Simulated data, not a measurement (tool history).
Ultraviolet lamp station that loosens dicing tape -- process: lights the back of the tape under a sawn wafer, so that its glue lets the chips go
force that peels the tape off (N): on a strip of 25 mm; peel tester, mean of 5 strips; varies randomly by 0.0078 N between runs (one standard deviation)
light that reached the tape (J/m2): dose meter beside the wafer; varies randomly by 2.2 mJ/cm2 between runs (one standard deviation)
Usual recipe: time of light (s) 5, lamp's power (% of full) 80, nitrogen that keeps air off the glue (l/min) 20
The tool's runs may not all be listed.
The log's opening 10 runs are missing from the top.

| run | hour | time of light (s) | lamp's power (% of full) | nitrogen that keeps air off the glue (l/min) | force that peels the tape off (N) | light that reached the tape (J/m2) |
|---|---|---|---|---|---|---|
| 11 | 648.5 | 5 | 80 | 20 | 0.559 | 1440 |
| 12 | 709.5 | 5 | 80 | 20 | 0.622 | 1360 |
| 13 | 749.6 | 5 | 80 | 20 | 0.604 | 1360 |
|  | 786.2 | window cleaned of glue's vapour |
| 14 | 832.5 | 5 | 80 | 20 | 0.476 | 1550 |
| 15 | 887.1 | 5 | 80 | 20 | 0.481 | 1550 |
| 16 | 932.7 | 5 | 80 | 7 | 0.988 | 1560 |
| 17 | 1011.4 | 5 | 80 | 7 | 1.031 | 1440 |
| 18 | 1106.2 | 5 | 74 | 20 | 0.684 | 1320 |
| 19 | 1145.4 | 5 | 80 | 20 | 0.604 | 1390 |
| 20 | 1203.2 | 5 | 87 | 20 | 0.526 | 1480 |
| 21 | 1292.9 | 5 | 74 | 20 | 0.779 | 1200 |
| 22 | 1363.6 | 5 | 74 | 20 | 0.841 | 1210 |
|  | 1378.9 | window cleaned of glue's vapour |
| 23 | 1418.8 | 5 | 74 | 20 | 0.633 | 1360 |
| 24 | 1481.5 | 5 | 74 | 20 | 0.635 | 1310 |

Predict the results of run 25:
| 25 | 1535.9 | 2 | 73 | 35 | ? | ? |

force that peels the tape off (N): 2.362
light that reached the tape (J/m2): 530
With the hidden condition absent and the run-to-run variation left alone, this run would have shown force that peels the tape off (N) 1.446, light that reached the tape (J/m2) 760.
